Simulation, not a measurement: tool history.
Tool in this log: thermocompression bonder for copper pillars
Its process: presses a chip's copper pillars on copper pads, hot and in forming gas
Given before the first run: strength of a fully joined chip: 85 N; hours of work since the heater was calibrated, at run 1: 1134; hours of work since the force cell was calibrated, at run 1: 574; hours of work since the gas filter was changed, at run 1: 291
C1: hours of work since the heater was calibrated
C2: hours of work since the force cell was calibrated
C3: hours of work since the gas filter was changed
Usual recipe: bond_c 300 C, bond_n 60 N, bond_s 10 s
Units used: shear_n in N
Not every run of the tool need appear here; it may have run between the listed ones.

{"run": 1, "hour": 0.0, "bond_c": 300, "bond_n": 60, "bond_s": 10, "C1": 1134, "C2": 574, "C3": 291, "shear_n": 53.8}
{"run": 2, "hour": 18.2, "bond_c": 300, "bond_n": 55, "bond_s": 10, "C1": 1148, "C2": 588, "C3": 305, "shear_n": 50.8}
{"run": 3, "hour": 30.3, "bond_c": 300, "bond_n": 60, "bond_s": 6, "C1": 1157, "C2": 598, "C3": 314, "shear_n": 45.9}
{"run": 4, "hour": 39.5, "bond_c": 300, "bond_n": 60, "bond_s": 6, "C1": 1164, "C2": 605, "C3": 321, "shear_n": 45.5}
{"run": 5, "hour": 50.4, "bond_c": 274, "bond_n": 60, "bond_s": 10, "C1": 1173, "C2": 613, "C3": 330, "shear_n": 38.6}
{"run": 6, "hour": 69.7, "bond_c": 300, "bond_n": 60, "bond_s": 10, "C1": 1188, "C2": 628, "C3": 345, "shear_n": 52.8}
{"hour": 82.6, "done": "forming gas filter changed"}
{"run": 7, "hour": 85.3, "bond_c": 300, "bond_n": 60, "bond_s": 10, "C1": 1199, "C2": 640, "C3": 2, "shear_n": 55.9}
{"run": 8, "hour": 98.2, "bond_c": 300, "bond_n": 60, "bond_s": 10, "C1": 1209, "C2": 650, "C3": 12, "shear_n": 57.7}
{"run": 9, "hour": 111.8, "bond_c": 300, "bond_n": 68, "bond_s": 10, "C1": 1220, "C2": 660, "C3": 23, "shear_n": 60.2}
{"run": 10, "hour": 128.2, "bond_c": 300, "bond_n": 68, "bond_s": 10, "C1": 1232, "C2": 673, "C3": 35, "shear_n": 60.9}
{"run": 11, "hour": 146.1, "bond_c": 300, "bond_n": 68, "bond_s": 10, "C1": 1246, "C2": 687, "C3": 49, "shear_n": 60.1}
{"run": 12, "hour": 160.3, "bond_c": 300, "bond_n": 68, "bond_s": 10, "C1": 1257, "C2": 698, "C3": 60, "shear_n": 58.6}
{"run": 13, "hour": 177.4, "bond_c": 300, "bond_n": 68, "bond_s": 10, "C1": 1271, "C2": 711, "C3": 73, "shear_n": 60}
{"run": 14, "hour": 194.2, "bond_c": 300, "bond_n": 68, "bond_s": 10, "C1": 1284, "C2": 724, "C3": 86, "shear_n": 60.1}
{"run": 15, "hour": 207.1, "bond_c": 300, "bond_n": 68, "bond_s": 10, "C1": 1294, "C2": 734, "C3": 96, "shear_n": 60.5}
{"run": 16, "hour": 215.8, "bond_c": 300, "bond_n": 68, "bond_s": 10, "C1": 1300, "C2": 741, "C3": 103, "shear_n": 59.4}
{"run": 17, "hour": 232.4, "bond_c": 320, "bond_n": 64, "bond_s": 5, "C1": 1313, "C2": 753, "C3": 116, "shear_n": 57.2}
{"run": 18, "hour": 241.1, "bond_c": 320, "bond_n": 64, "bond_s": 5, "C1": 1320, "C2": 760, "C3": 123, "shear_n": 58.5}
{"run": 19, "hour": 250.3, "bond_c": 320, "bond_n": 64, "bond_s": 5, "C1": 1327, "C2": 767, "C3": 130, "shear_n": 57.5}
{"run": 20, "hour": 262.0, "bond_c": 320, "bond_n": 64, "bond_s": 5, "C1": 1336, "C2": 776, "C3": 139, "shear_n": 57.7}
{"run": 21, "hour": 270.9, "bond_c": 315, "bond_n": 67, "bond_s": 10, "C1": 1343, "C2": 783, "C3": 146, "shear_n": 66.7}
{"run": 22, "hour": 280.9, "bond_c": 297, "bond_n": 79, "bond_s": 23, "C1": 1351, "C2": 791, "C3": 153, "shear_n": 71.7}
{"hour": 284.8, "done": "heater calibrated with a thermocouple chip"}
{"run": 23, "hour": 296.7, "bond_c": 289, "bond_n": 43, "bond_s": 10, "C1": 9, "C2": 802, "C3": 164, "shear_n": 39.6}

Results per run with the tool's hidden condition removed, run-to-run variation unchanged:
What the log doesn't record here: true temperature of the bond over the reading, C; force that reaches the chip, % of what is set; oxide that the forming gas leaves, % of the face; drift of the gauge itself on shear_n, %.
run=1 shear_n=59.2
run=2 shear_n=56.2
run=3 shear_n=51
run=4 shear_n=50.8
run=5 shear_n=43.5
run=6 shear_n=58.9
run=7 shear_n=58.2
run=8 shear_n=60.2
run=9 shear_n=62.8
run=10 shear_n=63.7
run=11 shear_n=63.1
run=12 shear_n=61.7
run=13 shear_n=63.3
run=14 shear_n=63.7
run=15 shear_n=64.2
run=16 shear_n=63.2
run=17 shear_n=60.9
run=18 shear_n=62.4
run=19 shear_n=61.5
run=20 shear_n=61.9
run=21 shear_n=70.9
run=22 shear_n=75.8
run=23 shear_n=42.1
